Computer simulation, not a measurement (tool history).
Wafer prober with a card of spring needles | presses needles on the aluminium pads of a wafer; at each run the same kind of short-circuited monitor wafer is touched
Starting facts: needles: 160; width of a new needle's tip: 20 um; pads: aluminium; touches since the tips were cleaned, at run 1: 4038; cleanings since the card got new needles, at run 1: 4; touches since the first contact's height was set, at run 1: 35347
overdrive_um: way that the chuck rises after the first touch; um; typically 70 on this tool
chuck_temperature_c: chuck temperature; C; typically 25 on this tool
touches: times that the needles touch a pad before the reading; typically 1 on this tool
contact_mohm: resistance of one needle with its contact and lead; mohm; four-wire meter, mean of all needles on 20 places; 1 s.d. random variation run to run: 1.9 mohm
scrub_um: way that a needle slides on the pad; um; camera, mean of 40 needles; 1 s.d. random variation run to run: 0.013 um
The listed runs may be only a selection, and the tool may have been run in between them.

| run | hour | overdrive_um | chuck_temperature_c | touches | touches since the tips were cleaned | cleanings since the card got new needles | touches since the first contact's height was set | contact_mohm | scrub_um |
|---|---|---|---|---|---|---|---|---|---|
| 1 | 0 | 70 | 25 | 1 | 4038 | 4 | 35347 | 403 | 18.41 |
|  | 8.2 | tips cleaned on abrasive film |
| 2 | 13.8 | 70 | 25 | 3 | 2223 | 5 | 40784 | 255 | 18.4 |
|  | 26.6 | tips cleaned on abrasive film |
| 3 | 29.7 | 70 | 25 | 3 | 1242 | 6 | 47076 | 242 | 18.38 |
| 4 | 39.6 | 63 | 25 | 3 | 5152 | 6 | 50986 | 304 | 16.54 |
|  | 44.5 | tips cleaned on abrasive film |
| 5 | 55.4 | 70 | 25 | 3 | 4328 | 7 | 57238 | 277 | 18.39 |
|  | 62.8 | tips cleaned on abrasive film |
| 6 | 67 | 70 | 25 | 3 | 1688 | 8 | 61825 | 241 | 18.34 |
| 7 | 79.8 | 70 | 25 | 1 | 6776 | 8 | 66913 | 434 | 18.36 |
|  | 81 | tips cleaned on abrasive film |
| 8 | 91.4 | 82 | 25 | 1 | 4121 | 9 | 71471 | 354 | 21.51 |
|  | 99.1 | tips cleaned on abrasive film |
| 9 | 100 | 82 | 25 | 1 | 351 | 10 | 74826 | 230 | 21.46 |
| 10 | 107.8 | 82 | 25 | 1 | 3473 | 10 | 77948 | 342 | 21.49 |
|  | 117.4 | tips cleaned on abrasive film |
| 11 | 123.8 | 82 | 25 | 1 | 2558 | 11 | 84259 | 318 | 21.42 |
| 12 | 132.1 | 82 | 25 | 1 | 5856 | 11 | 87557 | 373 | 21.44 |
|  | 136.3 | tips cleaned on abrasive film |
| 13 | 140.6 | 82 | 25 | 1 | 1719 | 12 | 90888 | 296 | 21.42 |
| 14 | 152 | 70 | 25 | 1 | 6241 | 12 | 95410 | 435 | 18.24 |
|  | 154.5 | tips cleaned on abrasive film |
| 15 | 164.6 | 70 | 25 | 1 | 3996 | 13 | 100388 | 411 | 18.24 |
|  | 172.4 | tips cleaned on abrasive film |
| 16 | 177.2 | 70 | 25 | 1 | 1908 | 14 | 105342 | 341 | 18.23 |
| 17 | 185.7 | 61 | 25 | 1 | 5315 | 14 | 108749 | 500 | 15.86 |
|  | 191 | tips cleaned on abrasive film |
| 18 | 201.2 | 70 | 67 | 2 | 4015 | 15 | 114834 | 335 | 18.22 |
|  | 209.7 | tips cleaned on abrasive film |
|  | 211.4 | height of the first contact set anew |
| 19 | 214.8 | 51 | 45 | 2 | 1914 | 16 | 1350 | 351 | 13.49 |
| 20 | 224 | 51 | 45 | 2 | 5558 | 16 | 4994 | 455 | 13.49 |
|  | 228.5 | tips cleaned on abrasive film |
| 21 | 231.3 | 89 | 25 | 1 | 1095 | 17 | 7857 | 263 | 23.51 |
|  | 246.5 | tips cleaned on abrasive film |
| 22 | 246.5 | 57 | 59 | 1 | 0 | 18 | 13843 | 229 | 15.03 |
| 23 | 260.9 | 64 | 56 | 1 | 5729 | 18 | 19572 | 473 | 16.88 |
|  | 265.2 | tips cleaned on abrasive film |
| 24 | 267.8 | 64 | 25 | 1 | 1020 | 19 | 22285 | 312 | 16.85 |
| 25 | 275.4 | 64 | 25 | 1 | 4028 | 19 | 25293 | 447 | 16.86 |
| 26 | 282.5 | 64 | 25 | 1 | 6868 | 19 | 28133 | 492 | 16.87 |
|  | 283.3 | tips cleaned on abrasive film |
| 27 | 295.3 | 54 | 91 | 1 | 4771 | 20 | 33168 | 533 | 14.2 |
|  | 302.2 | tips cleaned on abrasive film |
| 28 | 305.7 | 70 | 25 | 1 | 1370 | 21 | 37253 | 325 | 18.41 |
|  | 320.2 | tips cleaned on abrasive film |
| 29 | 321.4 | 89 | 96 | 2 | 463 | 22 | 43442 | 236 | 23.4 |
| 30 | 333.2 | 89 | 96 | 2 | 5162 | 22 | 48141 | 294 | 23.4 |

Forecast each of these 4 alternatives for the next run:
|  | 338.1 | tips cleaned on abrasive film |
| A | 348.4 | 89 | 45 | 1 | 4076 | 23 | 54150 | ? | ? |
|  | 338.1 | tips cleaned on abrasive film |
| B | 348.4 | 58 | 74 | 2 | 4076 | 23 | 54150 | ? | ? |
|  | 338.1 | tips cleaned on abrasive film |
| C | 348.4 | 50 | 68 | 3 | 4076 | 23 | 54150 | ? | ? |
|  | 338.1 | tips cleaned on abrasive film |
| D | 348.4 | 71 | 34 | 3 | 4076 | 23 | 54150 | ? | ? |

| run | contact_mohm | scrub_um |
|---|---|---|
| A | 341 | 23.37 |
| B | 384 | 15.18 |
| C | 358 | 13.08 |
| D | 283 | 18.63 |
Take away the tool's hidden state, keep each run's random variation, and the runs would have read:
| run | contact_mohm | scrub_um |
|---|---|---|
| A | 207 | 23.51 |
| B | 219 | 15.33 |
| C | 224 | 13.23 |
| D | 209 | 18.77 |

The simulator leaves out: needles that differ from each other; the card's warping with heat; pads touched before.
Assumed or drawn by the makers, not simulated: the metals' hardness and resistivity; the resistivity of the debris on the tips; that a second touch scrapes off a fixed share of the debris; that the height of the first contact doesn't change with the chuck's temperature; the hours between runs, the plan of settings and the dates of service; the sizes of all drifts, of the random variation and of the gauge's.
